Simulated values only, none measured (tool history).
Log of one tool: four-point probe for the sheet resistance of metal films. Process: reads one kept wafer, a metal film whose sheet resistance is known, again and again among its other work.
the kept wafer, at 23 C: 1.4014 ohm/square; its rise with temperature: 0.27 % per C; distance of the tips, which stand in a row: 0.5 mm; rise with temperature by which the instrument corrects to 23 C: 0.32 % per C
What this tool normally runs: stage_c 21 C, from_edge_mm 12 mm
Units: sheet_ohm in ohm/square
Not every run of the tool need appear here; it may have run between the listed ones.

run    hour  stage_c  from_edge_mm  sheet_ohm
  1     0.0       21            12   1.406801
  2   102.4       21            12   1.407537
  3   187.0       30            12   1.402256
  4   310.8       21             9   1.409904
  5   402.3       21            68   1.408625
  6   498.7       21            68   1.409341
  7   561.5       21            68   1.409958
  8   635.7       21            68   1.410117
  9   766.4       21            68   1.410831
 10   822.4       21            52   1.411472
 11   890.7       21            52   1.412284
 12  1016.8       21            52   1.412956
 13  1085.9       21            52   1.413307
 14  1212.8       31            12   1.409062
 15  1286.3       31            12   1.409355
 16  1355.6       21            12   1.416606
 17  1428.9       25            16   1.413525
 18  1536.7       25            16   1.414719
 19  1593.2       25            16   1.414376
 20  1695.1       22            12   1.418071
 21  1805.2       22            42   1.417097
     1827.3  -- new probe head fitted
 22  1890.0       32            12   1.398626
 23  1983.8       22            49   1.404756
 24  2084.1       20             7   1.410861
 25  2214.6       20             7   1.411111
 26  2330.2       20             7   1.412092
 27  2429.3       21            36   1.408438
 28  2557.5       21            18   1.410160
     2623.3  -- stage's thermometer calibrated
 29  2674.3       23            12   1.409440
 30  2807.4       32            46   1.403071
 31  2919.8       19            69   1.412021

Each row is a separate what-if for the run after 31, all from the same tool condition, not one after another. Results?
  A  3033.8       31            34          ?
  B  3033.8       18             7          ?
  C  3033.8       28             6          ?
  D  3033.8       21            17          ?

run  sheet_ohm
  A   1.405076
  B   1.417334
  C   1.412408
  D   1.412586
Without the tool's hidden state the same runs would have given:
run  sheet_ohm
  A   1.396164
  B   1.408340
  C   1.403450
  D   1.403622

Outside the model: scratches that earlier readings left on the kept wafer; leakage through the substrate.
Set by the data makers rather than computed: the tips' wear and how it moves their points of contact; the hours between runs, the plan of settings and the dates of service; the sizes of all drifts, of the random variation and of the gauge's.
